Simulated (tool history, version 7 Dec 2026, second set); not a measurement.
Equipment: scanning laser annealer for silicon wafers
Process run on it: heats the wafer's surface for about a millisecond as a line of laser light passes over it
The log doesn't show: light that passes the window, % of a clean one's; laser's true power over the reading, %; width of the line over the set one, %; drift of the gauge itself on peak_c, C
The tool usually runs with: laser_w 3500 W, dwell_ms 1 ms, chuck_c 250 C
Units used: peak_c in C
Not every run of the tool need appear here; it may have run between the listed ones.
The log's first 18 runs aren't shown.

run	hour	laser_w	dwell_ms	chuck_c	hours of work since the window was cleaned	hours of work since the power meter was calibrated	hours of work since the optics were aligned	peak_c
19	265.2	3500	1.04	250	73	594	1368	1079
20	273.8	3500	1.04	250	80	600	1375	1074
21	284.4	3500	0.84	240	87	608	1383	994
22	298.3	3500	0.84	240	98	618	1393	990
23	307.5	3500	0.71	250	104	625	1400	949
24	320.2	3050	0.71	265	114	634	1409	856
25	330.6	3087	0.81	218	121	642	1417	853
26	339.7	3068	0.74	251	128	649	1423	857
27	355.8	3068	0.74	251	140	661	1435	856
28	364.9	3068	0.74	251	147	667	1442	858
29	376.8	3701	0.93	267	155	676	1451	1099
30	392.1	3199	0.77	250	167	687	1462	895
31	411.4	3633	0.78	274	181	702	1476	1027
32	424.7	3500	1.23	239	191	711	1486	1110
33	435.8	3391	1.23	220	199	719	1494	1059
34	452.3	3391	1.08	240	211	732	1506	1038
35	466.9	3391	1.22	259	222	742	1517	1097
36	479.9	3391	1.22	259	232	752	1527	1090
37	491.4	3391	1.22	259	240	760	1535	1092
38	505.2	3391	1.09	259	250	771	1545	1051
39	522.5	3527	1.05	249	263	783	1558	1064
40	540.7	3527	1.05	249	276	797	1571	1065

Below are 3 alternative next runs, each starting from the tool's condition after run 40. Predict each:
A	550.1	2997	0.71	228	283	804	1578	?
B	550.1	3232	0.71	222	283	804	1578	?
C	550.1	3500	1.05	250	283	804	1578	?

run	peak_c
A	796
B	841
C	1058
What these runs would have given with no unlogged condition in the tool:
run	peak_c
A	828
B	877
C	1104
